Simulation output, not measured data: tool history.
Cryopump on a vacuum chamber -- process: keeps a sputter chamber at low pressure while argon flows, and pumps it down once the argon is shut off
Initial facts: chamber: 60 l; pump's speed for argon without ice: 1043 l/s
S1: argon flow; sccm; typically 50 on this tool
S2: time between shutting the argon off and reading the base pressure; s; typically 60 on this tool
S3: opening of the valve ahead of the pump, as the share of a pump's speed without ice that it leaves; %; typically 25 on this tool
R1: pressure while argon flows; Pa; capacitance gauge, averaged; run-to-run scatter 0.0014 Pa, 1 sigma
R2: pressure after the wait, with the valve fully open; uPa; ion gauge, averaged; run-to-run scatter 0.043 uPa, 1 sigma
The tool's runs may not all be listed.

run,hour,S1,S2,S3,R1,R2
1,0,50,60,25,0.329,2.66
2,55.9,50,21,25,0.3328,7.11
3,129.2,50,21,25,0.333,7.13
4,176.8,50,60,20,0.4184,2.65
5,261.2,50,60,20,0.4204,2.78
6,318,50,60,20,0.4227,2.82
7,393.7,50,60,20,0.4225,2.78
8,437,50,60,20,0.4277,2.81
9,526.9,50,60,20,0.4248,2.89
10,586.4,50,60,55,0.1725,2.91
11,646.1,50,152,25,0.3502,1.48
12,693.7,50,152,25,0.3527,1.53
13,779.3,50,60,54,0.1815,2.91
14,853,50,60,25,0.3595,3.01
15,899.9,50,31,25,0.36,5.21
16,987.8,50,31,25,0.364,5.12
# hour 1015.1: pump warmed up, emptied and cooled again
17,1049.4,50,31,25,0.3258,4.88
18,1115.7,26,65,18,0.2355,2.68
19,1194.5,50,60,39,0.2129,2.83
20,1290.9,50,60,39,0.2162,2.85
21,1345.7,36,64,23,0.2603,2.6
22,1395.2,36,64,23,0.2649,2.7
23,1458.2,36,64,23,0.2648,2.78
24,1554.1,36,64,23,0.2677,2.78
25,1609.4,92,41,25,0.625,4
26,1655.3,36,41,25,0.249,4.08
27,1701.6,27,60,48,0.1028,2.92
28,1747,37,93,27,0.2384,2.24
29,1827.8,20,214,25,0.1412,1.41
30,1878.9,40,32,22,0.316,4.94
31,1937.9,40,32,22,0.3206,5.1
32,2025,40,32,22,0.3216,5.18
33,2094.9,53,133,22,0.4282,1.87

Table of differences, measured result less the result of that run with no hidden state. Run-to-run variation is the same in both. Gauge scatter possibly is not:
Hidden state present: pump's speed, % of a pump's without ice; cold plate's temperature, K; leak into the chamber, uPa l/s; drift of the gauge itself on working_pa, %; drift of the gauge itself on base_upa, %.
run,R1,R2
1,+0.0062,+0.12
2,+0.0078,+0.14
3,+0.0098,+0.16
4,+0.011,+0.16
5,+0.0136,+0.19
6,+0.0155,+0.21
7,+0.0177,+0.22
8,+0.0195,+0.24
9,+0.0223,+0.27
10,+0.0246,+0.29
11,+0.0267,+0.3
12,+0.0285,+0.33
13,+0.0319,+0.35
14,+0.035,+0.4
15,+0.0372,+0.41
16,+0.0415,+0.45
17,+0.0027,+0.22
18,+0.0023,+0.25
19,+0.0064,+0.26
20,+0.0091,+0.29
21,+0.0076,+0.3
22,+0.0086,+0.32
23,+0.01,+0.35
24,+0.0123,+0.37
25,+0.0341,+0.4
26,+0.0147,+0.42
27,+0.0118,+0.42
28,+0.0173,+0.45
29,+0.0107,+0.48
30,+0.0229,+0.49
31,+0.0249,+0.53
32,+0.0277,+0.57
33,+0.0401,+0.59
